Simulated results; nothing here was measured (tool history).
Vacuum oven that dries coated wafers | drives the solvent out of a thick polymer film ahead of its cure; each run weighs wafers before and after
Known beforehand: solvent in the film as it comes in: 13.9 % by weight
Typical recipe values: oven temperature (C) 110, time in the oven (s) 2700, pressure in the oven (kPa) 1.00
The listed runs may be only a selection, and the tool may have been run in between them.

Run 1, hour 0.0: usual settings. Result: solvent left in the film (%) 1.00.
Run 2, hour 27.3: usual settings. Result: solvent left in the film (%) 0.95.
Run 3, hour 64.5: usual settings but time in the oven (s) 1680. Result: solvent left in the film (%) 2.21.
Run 4, hour 104.4: usual settings but time in the oven (s) 1680. Result: solvent left in the film (%) 2.21.
Run 5, hour 141.2: usual settings. Result: solvent left in the film (%) 0.99.
Run 6, hour 171.9: usual settings. Result: solvent left in the film (%) 1.03.
Run 7, hour 229.8: usual settings. Result: solvent left in the film (%) 0.98.
Run 8, hour 258.7: usual settings. Result: solvent left in the film (%) 0.94.
Run 9, hour 302.6: usual settings. Result: solvent left in the film (%) 0.98.
Run 10, hour 356.4: usual settings. Result: solvent left in the film (%) 0.96.
Run 11, hour 408.9: usual settings. Result: solvent left in the film (%) 0.98.
Run 12, hour 471.9: usual settings but pressure in the oven (kPa) 3.91. Result: solvent left in the film (%) 1.72.
Run 13, hour 535.7: usual settings but pressure in the oven (kPa) 3.91. Result: solvent left in the film (%) 1.72.
Run 14, hour 575.5: usual settings. Result: solvent left in the film (%) 1.01.
Run 15, hour 611.5: usual settings. Result: solvent left in the film (%) 0.97.
Run 16, hour 644.9: usual settings. Result: solvent left in the film (%) 0.99.
Run 17, hour 693.2: usual settings. Result: solvent left in the film (%) 0.95.
Run 18, hour 751.1: usual settings but time in the oven (s) 3720. Result: solvent left in the film (%) 0.57.
Run 19, hour 815.6: usual settings but time in the oven (s) 3720. Result: solvent left in the film (%) 0.56.
Run 20, hour 863.5: usual settings but time in the oven (s) 3720. Result: solvent left in the film (%) 0.55.
Run 21, hour 919.9: usual settings but time in the oven (s) 3720. Result: solvent left in the film (%) 0.58.
Run 22, hour 946.4: usual settings but oven temperature (C) 114, time in the oven (s) 3840, pressure in the oven (kPa) 1.92. Result: solvent left in the film (%) 0.57.
Run 23, hour 998.0: usual settings but oven temperature (C) 113, time in the oven (s) 3420, pressure in the oven (kPa) 0.79. Result: solvent left in the film (%) 0.47.
Run 24, hour 1035.3: usual settings but oven temperature (C) 99, time in the oven (s) 2880, pressure in the oven (kPa) 0.79. Result: solvent left in the film (%) 1.86.
Run 25, hour 1064.0: usual settings but oven temperature (C) 99, time in the oven (s) 2880, pressure in the oven (kPa) 0.79. Result: solvent left in the film (%) 1.81.
Run 26, hour 1127.3: usual settings but oven temperature (C) 97, time in the oven (s) 3120, pressure in the oven (kPa) 2.38. Result: solvent left in the film (%) 2.45.
Run 27, hour 1193.2: usual settings but oven temperature (C) 97, time in the oven (s) 3120, pressure in the oven (kPa) 2.38. Result: solvent left in the film (%) 2.45.
Run 28, hour 1221.4: usual settings but oven temperature (C) 117, time in the oven (s) 1620, pressure in the oven (kPa) 3.78. Result: solvent left in the film (%) 2.04.
Run 29, hour 1278.2: usual settings but oven temperature (C) 117, time in the oven (s) 1620, pressure in the oven (kPa) 3.78. Result: solvent left in the film (%) 2.05.
Run 30, hour 1340.3: usual settings but oven temperature (C) 117, time in the oven (s) 1620, pressure in the oven (kPa) 3.78. Result: solvent left in the film (%) 2.05.
Run 31, hour 1384.7: usual settings but oven temperature (C) 122, time in the oven (s) 1380. Result: solvent left in the film (%) 1.67.
Run 32, hour 1413.8: usual settings but oven temperature (C) 97, time in the oven (s) 1920, pressure in the oven (kPa) 2.24. Result: solvent left in the film (%) 4.35.
Run 33, hour 1444.7: usual settings but oven temperature (C) 97, time in the oven (s) 3000, pressure in the oven (kPa) 2.24. Result: solvent left in the film (%) 2.83.
Run 34, hour 1491.4: usual settings but oven temperature (C) 96, time in the oven (s) 1620, pressure in the oven (kPa) 0.55. Result: solvent left in the film (%) 4.60.
Run 35, hour 1520.0: usual settings but oven temperature (C) 121, time in the oven (s) 2340, pressure in the oven (kPa) 1.31. Result: solvent left in the film (%) 0.69.
Run 36, hour 1554.7: usual settings but oven temperature (C) 121, time in the oven (s) 2340, pressure in the oven (kPa) 1.31. Result: solvent left in the film (%) 0.78.
Run 37, hour 1592.9: usual settings but oven temperature (C) 121, time in the oven (s) 2340, pressure in the oven (kPa) 1.31. Result: solvent left in the film (%) 0.74.
Run 38, hour 1645.1: usual settings but oven temperature (C) 107, pressure in the oven (kPa) 3.50. Result: solvent left in the film (%) 2.21.
Run 39, hour 1702.3: usual settings but oven temperature (C) 107, pressure in the oven (kPa) 3.50. Result: solvent left in the film (%) 2.23.
Run 40, hour 1766.7: usual settings but oven temperature (C) 107, pressure in the oven (kPa) 3.50. Result: solvent left in the film (%) 2.20.
Run 41, hour 1819.3: usual settings but oven temperature (C) 96, time in the oven (s) 3000, pressure in the oven (kPa) 1.52. Result: solvent left in the film (%) 2.70.
Run 42, hour 1859.8: usual settings but time in the oven (s) 2460, pressure in the oven (kPa) 3.03. Result: solvent left in the film (%) 1.91.

Between the runs listed above, the log contained 1 entry, not reproduced here. Where in the sequence does each belong, and how does what the log doesn't record of the tool's condition differ from the listed run before to the listed run after?
Logged between run 30 and run 31: oven's thermocouples calibrated (hour 1355.4)
  true wafer temperature over the reading, C: 2.93 -> 0.42; true pressure over the reading, kPa: 0.439 -> 0.451
  measured value less the no-hidden-state value, solvent left in the film (%): -0.25 -> +0.03
